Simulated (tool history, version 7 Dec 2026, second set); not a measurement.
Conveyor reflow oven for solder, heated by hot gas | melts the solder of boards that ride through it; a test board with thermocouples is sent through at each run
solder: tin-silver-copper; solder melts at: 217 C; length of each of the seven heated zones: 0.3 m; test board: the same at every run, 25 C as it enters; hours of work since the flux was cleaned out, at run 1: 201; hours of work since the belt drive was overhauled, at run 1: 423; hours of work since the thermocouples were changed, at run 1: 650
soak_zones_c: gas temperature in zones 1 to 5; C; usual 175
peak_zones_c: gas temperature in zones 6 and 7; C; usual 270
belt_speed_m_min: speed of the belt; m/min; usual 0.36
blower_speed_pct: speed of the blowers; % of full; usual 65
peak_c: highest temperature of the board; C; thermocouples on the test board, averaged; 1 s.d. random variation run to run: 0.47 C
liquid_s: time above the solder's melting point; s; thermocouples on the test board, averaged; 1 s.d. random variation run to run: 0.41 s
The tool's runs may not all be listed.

run,day,soak_zones_c,peak_zones_c,belt_speed_m_min,blower_speed_pct,hours of work since the flux was cleaned out,hours of work since the belt drive was overhauled,hours of work since the thermocouples were changed,peak_c,liquid_s
1,0,175,270,0.36,65,201,423,650,249.5,71.5
# day 0.342: flux residue cleaned out of gas plates and filters
2,0.883,175,270,0.36,65,9,433,661,250.8,73.2
3,1.512,175,270,0.36,65,19,443,671,249.8,73.4
4,2.083,175,270,0.36,65,28,452,680,250.3,73
5,2.712,175,270,0.36,79,38,463,690,254,77.5
6,3.154,175,270,0.36,79,45,470,697,253.1,77.1
7,3.5,175,270,0.36,79,50,475,703,253.4,76.8
8,3.967,175,270,0.36,79,58,483,710,252.9,76.5
9,4.433,175,270,0.36,79,65,490,718,252.5,77
10,4.929,175,270,0.36,58,73,498,726,248,69.4
11,5.271,169,270,0.36,58,79,503,731,246.5,65.1
12,5.933,169,270,0.36,58,89,514,742,247,65
13,6.383,169,270,0.36,58,96,521,749,246.1,65.2
14,6.95,169,270,0.36,58,106,530,758,245.7,64.6
15,7.317,161,270,0.36,65,111,536,764,246.8,63.2
16,7.742,175,270,0.36,54,118,543,770,245.4,66.7

Forecast run 17:
17,8.267,175,271,0.361,54,127,551,779,?,?

For run 17 the tool returned peak_c 247.5 C, liquid_s 68 s.
Take away the tool's hidden state, keep the run-to-run variation as it was, and the same run would have given peak_c 250.7 C, liquid_s 71.3 s.

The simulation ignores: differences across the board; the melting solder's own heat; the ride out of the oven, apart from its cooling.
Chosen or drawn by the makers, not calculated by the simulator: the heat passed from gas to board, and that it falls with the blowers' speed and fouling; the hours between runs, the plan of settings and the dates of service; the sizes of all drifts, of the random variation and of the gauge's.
